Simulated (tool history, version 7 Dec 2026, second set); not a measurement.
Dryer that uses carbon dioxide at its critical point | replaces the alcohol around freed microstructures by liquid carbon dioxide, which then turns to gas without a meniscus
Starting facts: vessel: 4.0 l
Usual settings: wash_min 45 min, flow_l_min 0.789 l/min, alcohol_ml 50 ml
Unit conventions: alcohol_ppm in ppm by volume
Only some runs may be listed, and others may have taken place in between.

| run | hour | wash_min | flow_l_min | alcohol_ml | alcohol_ppm |
|---|---|---|---|---|---|
| 1 | 0.0 | 45 | 0.789 | 50 | 167 |
| 2 | 26.9 | 30 | 0.789 | 50 | 295 |
| 3 | 54.6 | 30 | 0.789 | 50 | 308 |
| 4 | 85.2 | 68 | 0.789 | 50 | 165 |
| 5 | 119.0 | 68 | 0.789 | 50 | 172 |
|  | 125.2 | purifier's bed changed |
| 6 | 144.7 | 45 | 0.789 | 50 | 22 |
| 7 | 167.5 | 45 | 0.789 | 50 | 22 |
| 8 | 192.5 | 45 | 0.789 | 50 | 37 |
| 9 | 233.0 | 45 | 0.806 | 50 | 40 |
| 10 | 254.5 | 45 | 0.806 | 50 | 49 |
| 11 | 291.4 | 45 | 0.806 | 50 | 51 |
| 12 | 316.0 | 45 | 0.806 | 50 | 63 |
| 13 | 334.3 | 45 | 0.806 | 50 | 74 |
| 14 | 375.6 | 45 | 0.806 | 50 | 72 |
| 15 | 399.8 | 45 | 0.806 | 50 | 88 |
| 16 | 440.9 | 45 | 0.806 | 50 | 103 |
|  | 458.2 | inlet filter changed |
| 17 | 473.6 | 45 | 0.806 | 50 | 87 |
| 18 | 500.3 | 45 | 0.789 | 50 | 92 |
| 19 | 538.6 | 45 | 0.789 | 50 | 109 |
| 20 | 566.7 | 45 | 0.789 | 50 | 109 |
| 21 | 603.3 | 45 | 0.789 | 22 | 112 |
| 22 | 636.8 | 45 | 0.789 | 22 | 119 |
| 23 | 678.7 | 39 | 0.789 | 48 | 146 |
| 24 | 699.5 | 45 | 0.667 | 112 | 191 |
| 25 | 741.9 | 45 | 0.667 | 112 | 227 |
| 26 | 766.4 | 28 | 0.741 | 78 | 470 |
| 27 | 805.2 | 50 | 0.528 | 35 | 207 |
| 28 | 833.8 | 35 | 1.306 | 50 | 155 |
| 29 | 862.3 | 35 | 1.306 | 50 | 166 |

Run 30 is up next; what results do you expect?
| 30 | 894.9 | 45 | 0.789 | 24 | ? |

Logged for run 30: alcohol_ppm 182 ppm by volume.
With the hidden condition absent and the run-to-run variation left alone, this run would have shown alcohol_ppm 15 ppm by volume.
